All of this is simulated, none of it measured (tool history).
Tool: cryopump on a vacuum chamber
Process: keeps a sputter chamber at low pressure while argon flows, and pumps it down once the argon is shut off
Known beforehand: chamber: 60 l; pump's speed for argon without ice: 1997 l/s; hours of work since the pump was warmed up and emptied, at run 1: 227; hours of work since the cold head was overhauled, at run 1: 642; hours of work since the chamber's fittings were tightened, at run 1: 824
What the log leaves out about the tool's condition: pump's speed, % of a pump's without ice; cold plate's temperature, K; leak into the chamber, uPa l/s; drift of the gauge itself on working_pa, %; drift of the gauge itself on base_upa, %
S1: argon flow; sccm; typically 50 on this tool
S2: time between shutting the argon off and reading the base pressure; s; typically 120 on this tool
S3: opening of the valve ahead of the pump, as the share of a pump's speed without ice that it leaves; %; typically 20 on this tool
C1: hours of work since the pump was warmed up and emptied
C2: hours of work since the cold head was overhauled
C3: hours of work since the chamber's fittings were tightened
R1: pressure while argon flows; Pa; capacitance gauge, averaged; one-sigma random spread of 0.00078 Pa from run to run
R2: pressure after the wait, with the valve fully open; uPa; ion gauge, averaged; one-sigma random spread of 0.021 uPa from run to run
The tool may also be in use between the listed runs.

| run | day | S1 | S2 | S3 | C1 | C2 | C3 | R1 | R2 |
|---|---|---|---|---|---|---|---|---|---|
| 1 | 0.000 | 50 | 120 | 20 | 227 | 642 | 824 | 0.2148 | 1.80 |
| 2 | 1.567 | 50 | 120 | 20 | 247 | 662 | 844 | 0.2170 | 1.87 |
| 3 | 4.292 | 50 | 120 | 20 | 283 | 698 | 879 | 0.2167 | 1.97 |
| 4 | 5.958 | 50 | 120 | 20 | 304 | 719 | 901 | 0.2169 | 2.05 |
| 5 | 7.642 | 50 | 120 | 20 | 326 | 741 | 923 | 0.2167 | 2.06 |
| 6 | 9.108 | 50 | 120 | 43 | 345 | 761 | 942 | 0.1036 | 2.15 |
| 7 | 11.033 | 50 | 120 | 43 | 370 | 786 | 967 | 0.1044 | 2.17 |
|  | 12.900 | pump warmed up, emptied and cooled again |
| 8 | 13.254 | 50 | 120 | 23 | 5 | 812 | 993 | 0.1838 | 1.98 |
| 9 | 14.646 | 50 | 120 | 23 | 23 | 830 | 1012 | 0.1848 | 2.02 |
| 10 | 16.171 | 50 | 120 | 23 | 43 | 850 | 1031 | 0.1845 | 2.09 |
| 11 | 17.867 | 50 | 120 | 44 | 65 | 872 | 1054 | 0.0967 | 2.14 |
| 12 | 19.717 | 27 | 120 | 44 | 89 | 896 | 1078 | 0.0531 | 2.21 |
| 13 | 21.983 | 22 | 120 | 20 | 118 | 926 | 1107 | 0.0930 | 2.30 |
| 14 | 24.425 | 50 | 120 | 20 | 150 | 957 | 1139 | 0.2137 | 2.38 |
| 15 | 25.771 | 65 | 120 | 20 | 168 | 975 | 1157 | 0.2783 | 2.38 |
|  | 26.517 | leaking fittings of the chamber tightened, without venting |
| 16 | 27.071 | 65 | 120 | 20 | 183 | 991 | 7 | 0.2782 | 0.36 |
| 17 | 28.488 | 50 | 120 | 20 | 202 | 1009 | 26 | 0.2156 | 0.41 |
| 18 | 29.954 | 50 | 120 | 20 | 221 | 1028 | 45 | 0.2160 | 0.44 |
| 19 | 32.342 | 60 | 120 | 32 | 252 | 1059 | 76 | 0.1639 | 0.53 |
| 20 | 34.996 | 60 | 120 | 32 | 287 | 1094 | 110 | 0.1641 | 0.57 |
| 21 | 37.050 | 60 | 120 | 32 | 314 | 1121 | 137 | 0.1656 | 0.66 |
| 22 | 39.000 | 75 | 145 | 20 | 339 | 1146 | 163 | 0.3262 | 0.66 |
| 23 | 41.467 | 75 | 145 | 20 | 371 | 1178 | 195 | 0.3278 | 0.73 |
|  | 43.150 | pump warmed up, emptied and cooled again |
| 24 | 44.217 | 63 | 94 | 20 | 14 | 1211 | 228 | 0.2676 | 0.77 |
| 25 | 45.388 | 63 | 94 | 20 | 29 | 1227 | 243 | 0.2680 | 0.83 |
| 26 | 47.483 | 52 | 94 | 16 | 56 | 1254 | 270 | 0.2763 | 0.86 |
| 27 | 49.754 | 52 | 94 | 16 | 86 | 1283 | 300 | 0.2769 | 0.94 |
| 28 | 51.988 | 52 | 94 | 16 | 115 | 1313 | 329 | 0.2769 | 0.97 |
| 29 | 53.467 | 21 | 120 | 30 | 134 | 1332 | 348 | 0.0605 | 0.97 |
| 30 | 55.029 | 50 | 120 | 30 | 155 | 1352 | 369 | 0.1444 | 1.02 |
| 31 | 56.496 | 37 | 276 | 20 | 174 | 1371 | 388 | 0.1597 | 0.95 |
| 32 | 58.479 | 67 | 101 | 34 | 200 | 1397 | 414 | 0.1721 | 1.08 |
| 33 | 60.888 | 67 | 101 | 34 | 231 | 1428 | 445 | 0.1728 | 1.19 |
| 34 | 63.092 | 25 | 120 | 20 | 260 | 1457 | 474 | 0.1075 | 1.28 |
| 35 | 65.883 | 25 | 120 | 20 | 296 | 1494 | 510 | 0.1089 | 1.29 |

How the hidden state differs across the entries between the runs, from the last listed run before each to the first after it:
Logged between run 7 and run 8: pump warmed up, emptied and cooled again (day 12.900)
  pump's speed, % of a pump's without ice: 87.7 -> 99.6; cold plate's temperature, K: 12.25 -> 12.26; leak into the chamber, uPa l/s: 3525 -> 3613
  measured result minus the result with no hidden state, R1: +0.0061 -> +0.0004 Pa; R2: +1.85 -> +1.65 uPa
Logged between run 15 and run 16: leaking fittings of the chamber tightened, without venting (day 26.517)
  pump's speed, % of a pump's without ice: 93.9 -> 93.4; leak into the chamber, uPa l/s: 4144 -> 351
  measured result minus the result with no hidden state, R1: +0.0039 -> +0.0042 Pa; R2: +2.04 -> +0.04 uPa
Logged between run 23 and run 24: pump warmed up, emptied and cooled again (day 43.150)
  pump's speed, % of a pump's without ice: 86.7 -> 98.7; cold plate's temperature, K: 12.35 -> 12.36; leak into the chamber, uPa l/s: 981 -> 1085
  measured result minus the result with no hidden state, R1: +0.0103 -> +0.0011 Pa; R2: +0.43 -> +0.40 uPa
